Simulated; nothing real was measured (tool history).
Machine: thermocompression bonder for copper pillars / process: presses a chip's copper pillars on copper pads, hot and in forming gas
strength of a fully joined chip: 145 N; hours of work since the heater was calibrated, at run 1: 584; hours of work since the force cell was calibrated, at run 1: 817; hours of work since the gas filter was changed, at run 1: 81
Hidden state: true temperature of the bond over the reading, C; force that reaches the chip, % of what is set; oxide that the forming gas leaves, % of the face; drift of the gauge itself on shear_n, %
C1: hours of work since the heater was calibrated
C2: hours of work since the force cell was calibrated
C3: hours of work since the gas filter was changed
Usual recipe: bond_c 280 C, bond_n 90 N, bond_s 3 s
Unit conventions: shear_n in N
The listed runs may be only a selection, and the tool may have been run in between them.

run 1 day=0.000 | bond_c=280 bond_n=90 bond_s=3 | C1=584 C2=817 C3=81 | shear_n=77.8
run 2 day=0.817 | bond_c=280 bond_n=66 bond_s=3 | C1=592 C2=825 C3=89 | shear_n=63.5
run 3 day=1.904 | bond_c=280 bond_n=66 bond_s=3 | C1=603 C2=836 C3=99 | shear_n=62.9
run 4 day=3.338 | bond_c=280 bond_n=101 bond_s=3 | C1=616 C2=850 C3=113 | shear_n=82.0
run 5 day=4.538 | bond_c=280 bond_n=101 bond_s=3 | C1=628 C2=861 C3=125 | shear_n=81.6
run 6 day=5.821 | bond_c=255 bond_n=90 bond_s=3 | C1=640 C2=874 C3=137 | shear_n=53.8
-- day=6.088 forming gas filter changed
run 7 day=7.596 | bond_c=255 bond_n=90 bond_s=3 | C1=657 C2=890 C3=15 | shear_n=57.7
run 8 day=9.083 | bond_c=255 bond_n=90 bond_s=3 | C1=672 C2=905 C3=29 | shear_n=56.6
run 9 day=10.875 | bond_c=255 bond_n=90 bond_s=3 | C1=689 C2=922 C3=46 | shear_n=55.9
run 10 day=12.371 | bond_c=255 bond_n=90 bond_s=3 | C1=704 C2=937 C3=61 | shear_n=55.8
run 11 day=14.112 | bond_c=255 bond_n=90 bond_s=3 | C1=720 C2=953 C3=78 | shear_n=56.1
run 12 day=14.967 | bond_c=255 bond_n=90 bond_s=3 | C1=729 C2=962 C3=86 | shear_n=55.7
run 13 day=16.388 | bond_c=280 bond_n=135 bond_s=3 | C1=742 C2=975 C3=100 | shear_n=97.7
run 14 day=17.342 | bond_c=280 bond_n=64 bond_s=5 | C1=752 C2=985 C3=109 | shear_n=74.3
run 15 day=18.408 | bond_c=280 bond_n=96 bond_s=6 | C1=762 C2=995 C3=119 | shear_n=97.9
-- day=18.621 heater calibrated with a thermocouple chip
run 16 day=19.367 | bond_c=280 bond_n=96 bond_s=6 | C1=7 C2=1003 C3=128 | shear_n=98.8
-- day=20.542 forming gas filter changed
run 17 day=21.008 | bond_c=266 bond_n=64 bond_s=6 | C1=23 C2=1019 C3=5 | shear_n=70.6
run 18 day=22.542 | bond_c=288 bond_n=90 bond_s=3 | C1=38 C2=1034 C3=19 | shear_n=88.6
-- day=23.325 heater calibrated with a thermocouple chip, once more
run 19 day=23.500 | bond_c=288 bond_n=90 bond_s=3 | C1=2 C2=1042 C3=28 | shear_n=86.0
run 20 day=24.283 | bond_c=259 bond_n=119 bond_s=9 | C1=9 C2=1050 C3=35 | shear_n=99.1
run 21 day=26.021 | bond_c=279 bond_n=120 bond_s=2 | C1=26 C2=1067 C3=52 | shear_n=79.3
run 22 day=27.562 | bond_c=264 bond_n=104 bond_s=2 | C1=41 C2=1082 C3=67 | shear_n=60.4
run 23 day=28.408 | bond_c=280 bond_n=58 bond_s=9 | C1=49 C2=1090 C3=75 | shear_n=84.0

3 ways to go on from here, each from the tool as it stands after run 23. What would each give?
run A day=29.821 | bond_c=280 bond_n=90 bond_s=5 | C1=63 C2=1103 C3=89 | shear_n=?
run B day=29.821 | bond_c=253 bond_n=68 bond_s=2 | C1=63 C2=1103 C3=89 | shear_n=?
run C day=29.821 | bond_c=280 bond_n=80 bond_s=3 | C1=63 C2=1103 C3=89 | shear_n=?

run=A shear_n=90.3
run=B shear_n=36.1
run=C shear_n=71.1
Without the tool's unlogged condition, the same runs would have read:
run=A shear_n=89.9
run=B shear_n=35.3
run=C shear_n=70.3
